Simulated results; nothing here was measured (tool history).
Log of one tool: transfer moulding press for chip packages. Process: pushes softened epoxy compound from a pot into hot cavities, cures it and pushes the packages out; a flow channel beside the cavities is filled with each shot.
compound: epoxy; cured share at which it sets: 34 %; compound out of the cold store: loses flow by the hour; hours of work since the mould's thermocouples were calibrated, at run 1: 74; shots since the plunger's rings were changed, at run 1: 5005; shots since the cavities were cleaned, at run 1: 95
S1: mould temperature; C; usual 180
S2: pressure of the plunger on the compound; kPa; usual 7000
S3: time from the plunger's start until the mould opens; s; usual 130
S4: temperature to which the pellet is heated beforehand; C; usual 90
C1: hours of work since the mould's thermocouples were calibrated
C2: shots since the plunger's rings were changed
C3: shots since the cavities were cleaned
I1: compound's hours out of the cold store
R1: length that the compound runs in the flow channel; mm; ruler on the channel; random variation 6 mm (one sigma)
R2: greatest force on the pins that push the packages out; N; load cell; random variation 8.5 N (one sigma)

run 1 hour=0 | S1=180 S2=7000 S3=130 S4=90 | C1=74 C2=5005 C3=95 | I1=24.1 | R1=638 R2=366
run 2 hour=15.2 | S1=180 S2=7000 S3=130 S4=90 | C1=81 C2=5106 C3=196 | I1=45.6 | R1=561 R2=371
run 3 hour=44.7 | S1=180 S2=7000 S3=131 S4=90 | C1=94 C2=5303 C3=393 | I1=11.5 | R1=681 R2=363
run 4 hour=76 | S1=180 S2=7000 S3=130 S4=90 | C1=108 C2=5511 C3=601 | I1=22.7 | R1=637 R2=375
-- hour=89.9 cavities cleaned with cleaning compound and waxed
run 5 hour=110.5 | S1=180 S2=7000 S3=130 S4=90 | C1=123 C2=5730 C3=137 | I1=23.7 | R1=641 R2=358
run 6 hour=141.1 | S1=180 S2=7000 S3=130 S4=90 | C1=136 C2=5934 C3=341 | I1=21.3 | R1=650 R2=390
run 7 hour=173 | S1=180 S2=7000 S3=130 S4=90 | C1=150 C2=6147 C3=554 | I1=45 | R1=559 R2=366
run 8 hour=190.9 | S1=180 S2=7000 S3=130 S4=85 | C1=158 C2=6266 C3=673 | I1=23 | R1=637 R2=370
-- hour=194.6 cavities cleaned with cleaning compound and waxed
run 9 hour=215.3 | S1=180 S2=7000 S3=130 S4=85 | C1=168 C2=6419 C3=139 | I1=14.3 | R1=670 R2=383
run 10 hour=244.5 | S1=180 S2=7000 S3=153 S4=85 | C1=181 C2=6613 C3=333 | I1=47.6 | R1=557 R2=307
-- hour=270.8 plunger's sealing rings changed
run 11 hour=281 | S1=180 S2=7000 S3=130 S4=90 | C1=196 C2=69 C3=560 | I1=19.5 | R1=656 R2=388
run 12 hour=297 | S1=180 S2=7000 S3=130 S4=90 | C1=203 C2=175 C3=666 | I1=21.5 | R1=653 R2=381
-- hour=301 cavities cleaned with cleaning compound and waxed
run 13 hour=316.8 | S1=180 S2=7000 S3=130 S4=90 | C1=212 C2=297 C3=105 | I1=29 | R1=618 R2=361
run 14 hour=340.6 | S1=180 S2=7000 S3=130 S4=90 | C1=222 C2=456 C3=264 | I1=47.6 | R1=549 R2=352
run 15 hour=361.5 | S1=180 S2=7000 S3=130 S4=83 | C1=231 C2=595 C3=403 | I1=9.4 | R1=701 R2=381
run 16 hour=390.4 | S1=180 S2=7570 S3=130 S4=85 | C1=244 C2=787 C3=595 | I1=14.6 | R1=717 R2=373
-- hour=406.4 cavities cleaned with cleaning compound and waxed
run 17 hour=422.3 | S1=180 S2=5410 S3=130 S4=100 | C1=258 C2=990 C3=106 | I1=47.4 | R1=476 R2=342
run 18 hour=454 | S1=188 S2=5410 S3=162 S4=100 | C1=272 C2=1200 C3=316 | I1=32.4 | R1=513 R2=282
run 19 hour=472.5 | S1=182 S2=6940 S3=133 S4=97 | C1=280 C2=1324 C3=440 | I1=12.5 | R1=670 R2=335
run 20 hour=504.5 | S1=182 S2=6940 S3=133 S4=97 | C1=294 C2=1537 C3=653 | I1=13.1 | R1=678 R2=322
-- hour=510.9 cavities cleaned with cleaning compound and waxed
run 21 hour=535.7 | S1=182 S2=6940 S3=133 S4=97 | C1=307 C2=1735 C3=165 | I1=9.1 | R1=691 R2=344
run 22 hour=551.9 | S1=178 S2=6790 S3=132 S4=99 | C1=314 C2=1843 C3=273 | I1=33.2 | R1=595 R2=401
run 23 hour=572.2 | S1=180 S2=6000 S3=130 S4=90 | C1=323 C2=1978 C3=408 | I1=28.3 | R1=574 R2=365
run 24 hour=593.2 | S1=176 S2=6000 S3=130 S4=90 | C1=333 C2=2118 C3=548 | I1=44.5 | R1=529 R2=454
-- hour=615.4 cavities cleaned with cleaning compound and waxed
run 25 hour=623.1 | S1=180 S2=7400 S3=130 S4=86 | C1=345 C2=2307 C3=52 | I1=11.9 | R1=709 R2=384
-- hour=634.8 mould's thermocouples calibrated
run 26 hour=647.2 | S1=174 S2=7400 S3=130 S4=96 | C1=6 C2=2454 C3=199 | I1=18.8 | R1=702 R2=556
run 27 hour=671.3 | S1=180 S2=7000 S3=130 S4=87 | C1=16 C2=2615 C3=360 | I1=16.8 | R1=664 R2=385
run 28 hour=701.6 | S1=183 S2=6240 S3=130 S4=87 | C1=30 C2=2816 C3=561 | I1=34.3 | R1=554 R2=332
-- hour=723.1 cavities cleaned with cleaning compound and waxed
run 29 hour=733.4 | S1=180 S2=5610 S3=130 S4=85 | C1=43 C2=3019 C3=69 | I1=17.1 | R1=598 R2=387

Forecast each of these 3 alternatives for the next run:
run A hour=748.8 | S1=182 S2=8140 S3=130 S4=89 | C1=50 C2=3121 C3=171 | I1=47.1 | R1=? R2=?
run B hour=748.8 | S1=180 S2=7000 S3=130 S4=92 | C1=50 C2=3121 C3=171 | I1=47.6 | R1=? R2=?
run C hour=748.8 | S1=180 S2=6320 S3=130 S4=84 | C1=50 C2=3121 C3=171 | I1=31.8 | R1=? R2=?

run=A R1=593 R2=318
run=B R1=557 R2=355
run=C R1=580 R2=379
Without the tool's hidden state the same runs would have given:
run=A R1=595 R2=316
run=B R1=558 R2=353
run=C R1=581 R2=377
